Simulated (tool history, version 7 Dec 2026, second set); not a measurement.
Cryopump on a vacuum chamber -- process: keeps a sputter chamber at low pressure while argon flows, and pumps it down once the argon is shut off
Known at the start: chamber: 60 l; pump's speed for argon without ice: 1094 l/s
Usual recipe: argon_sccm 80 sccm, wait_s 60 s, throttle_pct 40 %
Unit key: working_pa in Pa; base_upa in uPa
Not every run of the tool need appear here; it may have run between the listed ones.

run   hour  argon_sccm  wait_s  throttle_pct  working_pa  base_upa
  1      0          80      60            40      0.3325      3.01
  2   10.4          80      60            38      0.3473      3.01
  3   26.3          80      60            38      0.3509      2.99
  4   40.1         157      60            38      0.6899      3.02
  5   47.3          80      41            40      0.3339      4.05
  6   60.5          80      41            40      0.3357      3.86
  7   70.6          80      41            40      0.3378      3.92
  8   77.7          80      60            40      0.3377      2.95
  9   92.1          80      60            40      0.3359      3.01
 10  101.5          80      60            40       0.336      3.02
 11  109.9          80      60            40      0.3409      2.98
 12  125.4          80      60            40      0.3412      3.04
 13  134.8          80      60            35      0.3843      3.16
 14  148.7          80      60            35      0.3852      3.13
 15  158.8          80      60            40       0.342      3.12
 16  169.9          80      60            40       0.342      3.12
 17  186.1          80      60            40       0.342      3.12
 18  197.9          80      60            40      0.3432      3.12
 19  208.7         133      34            32      0.7012      4.73
 20    220          72      35            56      0.2317      4.62
 21  231.8         137     222            25       0.912      1.73
 22  249.2          73      34            59      0.2264      4.82
 23  264.4          80      38            46      0.3077      4.45
 24  272.4          80      38            46      0.3105      4.37
 25  288.1          49      38            30      0.2784      4.44
 26  300.6         154      60            31      0.8451      3.31
 27  318.1          80      40            40      0.3538      4.28
 28    332          80      40            40      0.3517       4.3
     353.1  -- pump warmed up, emptied and cooled again
 29  353.1          49      26            47      0.1618      5.57
 30  369.9          80     207            40      0.3118      1.62
 31  379.4          80     207            40      0.3118      1.57
 32  386.6          48      60            24      0.3115      2.96
 33  402.6          48     237            23      0.3246      1.53
 34  417.5          94     237            23      0.6366      1.58
 35  429.9          62     152            34      0.2853      1.86

Each row is a separate what-if for the run after 35, all from the same tool condition, not one after another. Results?
  A  440.7          62     152            23           ?         ?
  B  440.7          80      46            22           ?         ?
  C  440.7          80      32            54           ?         ?

run  working_pa  base_upa
  A      0.4198      1.88
  B      0.5689      3.72
  C      0.2352      4.91
With the hidden condition removed and each run's random variation left untouched, the same runs would have given:
run  working_pa  base_upa
  A      0.4154      1.05
  B      0.5633      2.89
  C      0.2295      4.08

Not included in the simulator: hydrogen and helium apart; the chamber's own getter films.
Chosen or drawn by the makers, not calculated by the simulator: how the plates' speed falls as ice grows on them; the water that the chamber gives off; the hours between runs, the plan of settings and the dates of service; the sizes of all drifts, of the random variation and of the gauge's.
